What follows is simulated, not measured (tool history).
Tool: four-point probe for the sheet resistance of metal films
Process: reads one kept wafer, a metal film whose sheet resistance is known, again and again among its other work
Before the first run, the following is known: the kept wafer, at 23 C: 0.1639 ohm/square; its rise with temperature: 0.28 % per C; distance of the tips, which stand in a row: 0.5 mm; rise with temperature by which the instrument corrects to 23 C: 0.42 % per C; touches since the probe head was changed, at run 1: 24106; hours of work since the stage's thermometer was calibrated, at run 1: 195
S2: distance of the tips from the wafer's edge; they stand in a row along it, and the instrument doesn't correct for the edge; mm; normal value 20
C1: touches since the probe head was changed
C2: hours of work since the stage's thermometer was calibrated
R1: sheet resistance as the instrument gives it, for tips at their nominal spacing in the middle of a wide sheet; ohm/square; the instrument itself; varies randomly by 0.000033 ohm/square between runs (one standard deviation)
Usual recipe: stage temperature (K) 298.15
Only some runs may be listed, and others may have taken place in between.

Run 1, hour 0.0: usual settings; C1 24106; C2 195. Result: R1 0.164220 ohm/square.
Run 2, hour 17.4: usual settings; C1 24813; C2 208. Result: R1 0.164241 ohm/square.
Run 3, hour 35.3: usual settings; C1 25542; C2 221. Result: R1 0.164184 ohm/square.
Run 4, hour 54.9: usual settings; C1 26338; C2 236. Result: R1 0.164292 ohm/square.
Run 5, hour 66.9: usual settings; C1 26827; C2 245. Result: R1 0.164194 ohm/square.
Run 6, hour 83.5: usual settings; C1 27501; C2 257. Result: R1 0.164280 ohm/square.
Run 7, hour 96.5: usual settings; C1 28030; C2 267. Result: R1 0.164259 ohm/square.
Run 8, hour 108.4: usual settings; C1 28515; C2 276. Result: R1 0.164214 ohm/square.
Run 9, hour 117.3: usual settings; C1 28878; C2 282. Result: R1 0.164228 ohm/square.
Run 10, hour 131.7: usual settings; C1 29464; C2 293. Result: R1 0.164252 ohm/square.
Run 11, hour 145.4: usual settings but S2 5 mm; C1 30021; C2 303. Result: R1 0.165072 ohm/square.
Run 12, hour 154.0: usual settings but S2 5 mm; C1 30371; C2 309. Result: R1 0.165079 ohm/square.
Run 13, hour 174.7: usual settings but S2 5 mm; C1 31212; C2 325. Result: R1 0.165043 ohm/square.
Run 14, hour 191.9: usual settings but S2 5 mm; C1 31911; C2 338. Result: R1 0.165031 ohm/square.
Run 15, hour 205.0: usual settings but S2 5 mm; C1 32443; C2 347. Result: R1 0.165039 ohm/square.
Run 16, hour 223.0: usual settings but S2 41 mm; C1 33176; C2 361. Result: R1 0.164189 ohm/square.
Run 17, hour 236.3: usual settings; C1 33717; C2 371. Result: R1 0.164252 ohm/square.
Run 18, hour 252.6: usual settings; C1 34383; C2 383. Result: R1 0.164152 ohm/square.
Run 19, hour 267.2: usual settings; C1 34975; C2 394. Result: R1 0.164305 ohm/square.
Run 20, hour 281.7: usual settings; C1 35563; C2 404. Result: R1 0.164240 ohm/square.
Run 21, hour 290.9: usual settings but S2 33 mm; C1 35940; C2 411. Result: R1 0.164232 ohm/square.
Run 22, hour 308.7: usual settings but S2 33 mm; C1 36664; C2 425. Result: R1 0.164300 ohm/square.
Run 23, hour 323.2: usual settings but S2 33 mm; C1 37254; C2 435. Result: R1 0.164295 ohm/square.
Run 24, hour 338.3: usual settings but stage temperature (K) 295.15, S2 10 mm; C1 37866; C2 446. Result: R1 0.165150 ohm/square.
Run 25, hour 354.6: usual settings but stage temperature (K) 295.15, S2 15 mm; C1 38530; C2 459. Result: R1 0.164968 ohm/square.
Run 26, hour 369.5: usual settings but stage temperature (K) 292.15, S2 15 mm; C1 39135; C2 470. Result: R1 0.165704 ohm/square.
Run 27, hour 378.2: usual settings but stage temperature (K) 292.15, S2 15 mm; C1 39491; C2 476. Result: R1 0.165763 ohm/square.
Run 28, hour 398.9: usual settings but stage temperature (K) 306.15, S2 18 mm; C1 40332; C2 492. Result: R1 0.162566 ohm/square.
Run 29, hour 408.5: usual settings but stage temperature (K) 306.15, S2 18 mm; C1 40721; C2 499. Result: R1 0.162591 ohm/square.
Run 30, hour 426.5: usual settings but stage temperature (K) 306.15, S2 15 mm; C1 41455; C2 512. Result: R1 0.162631 ohm/square.
Run 31, hour 447.2: usual settings but stage temperature (K) 304.15, S2 9 mm; C1 42296; C2 527. Result: R1 0.163138 ohm/square.
Run 32, hour 460.6: usual settings but stage temperature (K) 299.15, S2 35 mm; C1 42842; C2 537. Result: R1 0.164072 ohm/square.
Run 33, hour 470.0: usual settings but stage temperature (K) 299.15, S2 35 mm; C1 43226; C2 544. Result: R1 0.164094 ohm/square.
Run 34, hour 487.5: usual settings but stage temperature (K) 299.15, S2 14 mm; C1 43939; C2 557. Result: R1 0.164158 ohm/square.
Run 35, hour 505.8: usual settings but stage temperature (K) 299.15, S2 14 mm; C1 44682; C2 571. Result: R1 0.164126 ohm/square.
Run 36, hour 518.8: usual settings but stage temperature (K) 295.15, S2 7 mm; C1 45212; C2 581. Result: R1 0.165420 ohm/square.
Run 37, hour 530.8: usual settings but stage temperature (K) 295.15, S2 7 mm; C1 45698; C2 590. Result: R1 0.165401 ohm/square.
Run 38, hour 543.0: usual settings but stage temperature (K) 303.15, S2 16 mm; C1 46195; C2 599. Result: R1 0.163270 ohm/square.
Run 39, hour 556.7: usual settings but stage temperature (K) 293.15, S2 9 mm; C1 46753; C2 609. Result: R1 0.165634 ohm/square.
Run 40, hour 572.9: usual settings but stage temperature (K) 293.15, S2 9 mm; C1 47411; C2 621. Result: R1 0.165691 ohm/square.
Run 41, hour 581.5: usual settings but stage temperature (K) 301.15, S2 4 mm; C1 47760; C2 627. Result: R1 0.164976 ohm/square.
Run 42, hour 601.8: usual settings but stage temperature (K) 301.15, S2 4 mm; C1 48586; C2 642. Result: R1 0.164982 ohm/square.
Run 43, hour 616.4: usual settings but S2 5 mm; C1 49181; C2 653. Result: R1 0.165191 ohm/square.
Run 44, hour 633.5: usual settings but S2 68 mm; C1 49875; C2 666. Result: R1 0.164319 ohm/square.
Run 45, hour 651.1: usual settings but S2 68 mm; C1 50590; C2 679. Result: R1 0.164318 ohm/square.
Run 46, hour 661.3: usual settings but stage temperature (K) 293.15, S2 12 mm; C1 51007; C2 687. Result: R1 0.165615 ohm/square.

Predict each of these 3 candidate next runs independently; none follows another, all start after run 46:
Run A, hour 670.5: usual settings but stage temperature (K) 300.15, S2 7 mm; C1 51383; C2 694. Result: R1 ?.
Run B, hour 670.5: usual settings but stage temperature (K) 300.15, S2 65 mm; C1 51383; C2 694. Result: R1 ?.
Run C, hour 670.5: usual settings but stage temperature (K) 293.15, S2 37 mm; C1 51383; C2 694. Result: R1 ?.

run        R1
  A  0.164332
  B  0.163867
  C  0.165470
What these runs would have given with no unlogged condition in the tool:
run        R1
  A  0.163473
  B  0.163010
  C  0.164604
